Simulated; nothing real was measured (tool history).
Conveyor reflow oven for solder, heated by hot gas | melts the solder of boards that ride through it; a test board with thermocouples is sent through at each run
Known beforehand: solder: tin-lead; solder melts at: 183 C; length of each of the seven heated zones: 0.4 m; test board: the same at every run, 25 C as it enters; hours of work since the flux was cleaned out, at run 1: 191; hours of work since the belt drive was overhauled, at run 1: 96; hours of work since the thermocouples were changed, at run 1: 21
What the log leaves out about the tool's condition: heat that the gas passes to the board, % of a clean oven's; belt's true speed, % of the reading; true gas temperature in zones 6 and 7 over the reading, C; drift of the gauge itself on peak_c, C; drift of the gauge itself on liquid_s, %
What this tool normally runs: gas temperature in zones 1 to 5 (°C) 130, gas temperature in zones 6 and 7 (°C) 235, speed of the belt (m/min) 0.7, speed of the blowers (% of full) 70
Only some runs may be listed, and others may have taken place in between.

run	hour	gas temperature in zones 1 to 5 (°C)	gas temperature in zones 6 and 7 (°C)	speed of the belt (m/min)	speed of the blowers (% of full)	hours of work since the flux was cleaned out	hours of work since the belt drive was overhauled	hours of work since the thermocouples were changed	highest temperature of the board (°C)	time above the solder's melting point (s)
1	0	130	235	0.7	70	191	96	21	216.7	48.2
2	66.1	130	235	0.7	70	230	135	60	216.9	48.6
# hour 148.5: flux residue cleaned out of gas plates and filters
3	161.4	130	235	0.7	70	8	188	113	216.8	48.4
4	238.2	130	235	0.7	70	53	234	159	217.1	48.3
5	293.8	130	235	0.7	70	86	266	191	216.6	48
6	351.6	116	235	0.7	70	120	301	226	213.6	42.7
7	423.4	116	235	0.7	70	163	343	268	214.4	43.3
8	468.4	116	235	0.7	70	189	370	295	214	43.4
9	566	142	245	0.7	70	247	428	352	227.5	58.6
# hour 616.4: flux residue cleaned out of gas plates and filters
10	670	121	235	0.7	70	32	486	411	214.8	44.9
11	768.9	121	235	0.7	70	90	545	469	214.8	44.7
12	815.1	132	246	0.584	83	118	572	497	235.9	73.1
13	899.7	132	238	0.745	87	168	622	547	222.6	50.4
14	985.9	130	235	0.836	70	219	673	598	209.9	34.7

Entry by entry between the runs, the difference in hidden state between the last listed run before and the first listed run after:
Runs 2 to 3: flux residue cleaned out of gas plates and filters (hour 148.5)
  heat that the gas passes to the board, % of a clean oven's: 99.7 -> 100; belt's true speed, % of the reading: 99.99 -> 99.98; true gas temperature in zones 6 and 7 over the reading, C: 0 -> 0.01
Runs 9 to 10: flux residue cleaned out of gas plates and filters (hour 616.4)
  heat that the gas passes to the board, % of a clean oven's: 99.7 -> 99.9; belt's true speed, % of the reading: 99.97 -> 99.96; true gas temperature in zones 6 and 7 over the reading, C: 0.03 -> 0.04
